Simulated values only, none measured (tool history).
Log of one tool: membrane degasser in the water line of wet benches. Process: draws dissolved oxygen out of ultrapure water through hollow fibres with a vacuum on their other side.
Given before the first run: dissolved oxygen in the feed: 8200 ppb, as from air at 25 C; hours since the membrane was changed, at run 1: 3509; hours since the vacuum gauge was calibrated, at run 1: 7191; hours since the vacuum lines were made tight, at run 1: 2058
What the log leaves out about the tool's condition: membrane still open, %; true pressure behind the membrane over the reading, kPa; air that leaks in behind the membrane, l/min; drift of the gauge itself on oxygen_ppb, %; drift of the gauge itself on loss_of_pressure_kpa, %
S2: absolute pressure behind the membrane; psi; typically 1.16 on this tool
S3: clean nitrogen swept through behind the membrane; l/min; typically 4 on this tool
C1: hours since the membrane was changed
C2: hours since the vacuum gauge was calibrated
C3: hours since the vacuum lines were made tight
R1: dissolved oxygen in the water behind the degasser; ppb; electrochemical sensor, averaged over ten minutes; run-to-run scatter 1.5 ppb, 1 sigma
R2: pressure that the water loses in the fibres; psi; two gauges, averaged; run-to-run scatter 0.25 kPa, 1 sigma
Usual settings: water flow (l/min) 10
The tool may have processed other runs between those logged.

Run 1, hour 0: usual settings; C1 3509; C2 7191; C3 2058. Result: R1 149.6 ppb, R2 9.367 psi.
Run 2, hour 56.5: usual settings; C1 3565; C2 7247; C3 2115. Result: R1 149.1 ppb, R2 9.438 psi.
Run 3, hour 116.8: usual settings; C1 3625; C2 7308; C3 2175. Result: R1 144 ppb, R2 9.367 psi.
Run 4, hour 212.6: usual settings but water flow (l/min) 11; C1 3721; C2 7403; C3 2271. Result: R1 172 ppb, R2 10.364 psi.
Run 5, hour 307.3: usual settings but water flow (l/min) 11, S3 8.18 l/min; C1 3816; C2 7498; C3 2366. Result: R1 155.7 ppb, R2 10.383 psi.
Run 6, hour 372.7: usual settings; C1 3881; C2 7564; C3 2431. Result: R1 150.2 ppb, R2 9.461 psi.
Run 7, hour 467.8: usual settings; C1 3976; C2 7659; C3 2526. Result: R1 143.5 ppb, R2 9.499 psi.
Run 8, hour 574.4: usual settings; C1 4083; C2 7765; C3 2633. Result: R1 146.1 ppb, R2 9.478 psi.
Run 9, hour 657.4: usual settings; C1 4166; C2 7848; C3 2716. Result: R1 146.4 ppb, R2 9.557 psi.
Run 10, hour 786.1: usual settings but S3 4.74 l/min; C1 4295; C2 7977; C3 2845. Result: R1 147 ppb, R2 9.558 psi.
Run 11, hour 880.6: usual settings; C1 4389; C2 8071; C3 2939. Result: R1 147.8 ppb, R2 9.533 psi.
Run 12, hour 975.3: usual settings; C1 4484; C2 8166; C3 3034. Result: R1 148.7 ppb, R2 9.683 psi.
Run 13, hour 1088.5: usual settings but water flow (l/min) 12, S2 2.1 psi; C1 4597; C2 8279; C3 3147. Result: R1 243.8 ppb, R2 11.57 psi.
At hour 1160.4: gauge calibrated.
Run 14, hour 1160.4: usual settings but water flow (l/min) 7, S2 2.1 psi, S3 1.87 l/min; C1 4669; C2 8351; C3 3219. Result: R1 160.9 ppb, R2 6.586 psi.
Run 15, hour 1223.2: usual settings but water flow (l/min) 7, S2 2.1 psi, S3 1.87 l/min; C1 4732; C2 8414; C3 3282. Result: R1 160.7 ppb, R2 6.517 psi.
Run 16, hour 1334: usual settings but water flow (l/min) 7, S2 2.1 psi, S3 1.87 l/min; C1 4843; C2 8525; C3 3392. Result: R1 160.9 ppb, R2 6.598 psi.
Run 17, hour 1432.1: usual settings but water flow (l/min) 6, S3 1.77 l/min; C1 4941; C2 8623; C3 3490. Result: R1 82.2 ppb, R2 5.662 psi.
Run 18, hour 1548.6: usual settings but water flow (l/min) 12, S2 0.97 psi, S3 6.87 l/min; C1 5057; C2 8740; C3 3607. Result: R1 177.4 ppb, R2 11.352 psi.
At hour 1626.3: vacuum gauge calibrated.
Run 19, hour 1655.3: usual settings but water flow (l/min) 12, S2 0.97 psi, S3 6.87 l/min; C1 5163; C2 29; C3 3713. Result: R1 178.1 ppb, R2 11.394 psi.

5 options for the next run, each taken on its own from the tool as it stands now. Forecast them:
Run A, hour 1733.2: usual settings but water flow (l/min) 7, S2 2.538 psi, S3 6.87 l/min; C1 5241; C2 107; C3 3791. Result: R1 ?, R2 ?.
Run B, hour 1733.2: usual settings but S2 1.014 psi; C1 5241; C2 107; C3 3791. Result: R1 ?, R2 ?.
Run C, hour 1733.2: usual settings but water flow (l/min) 15, S3 1.63 l/min; C1 5241; C2 107; C3 3791. Result: R1 ?, R2 ?.
Run D, hour 1733.2: usual settings but water flow (l/min) 11, S3 4.94 l/min; C1 5241; C2 107; C3 3791. Result: R1 ?, R2 ?.
Run E, hour 1733.2: usual settings but water flow (l/min) 16, S2 1.954 psi, S3 6.87 l/min; C1 5241; C2 107; C3 3791. Result: R1 ?, R2 ?.

run     R1      R2
  A   94.6    6.66
  B  142.4   9.514
  C    333  14.211
  D  169.7  10.389
  E  316.7  15.161
Had the tool no hidden state, the same runs would have come out as:
run     R1      R2
  A   94.4    6.56
  B  142.2   9.371
  C  332.5  13.996
  D  169.4  10.232
  E  316.2  14.932
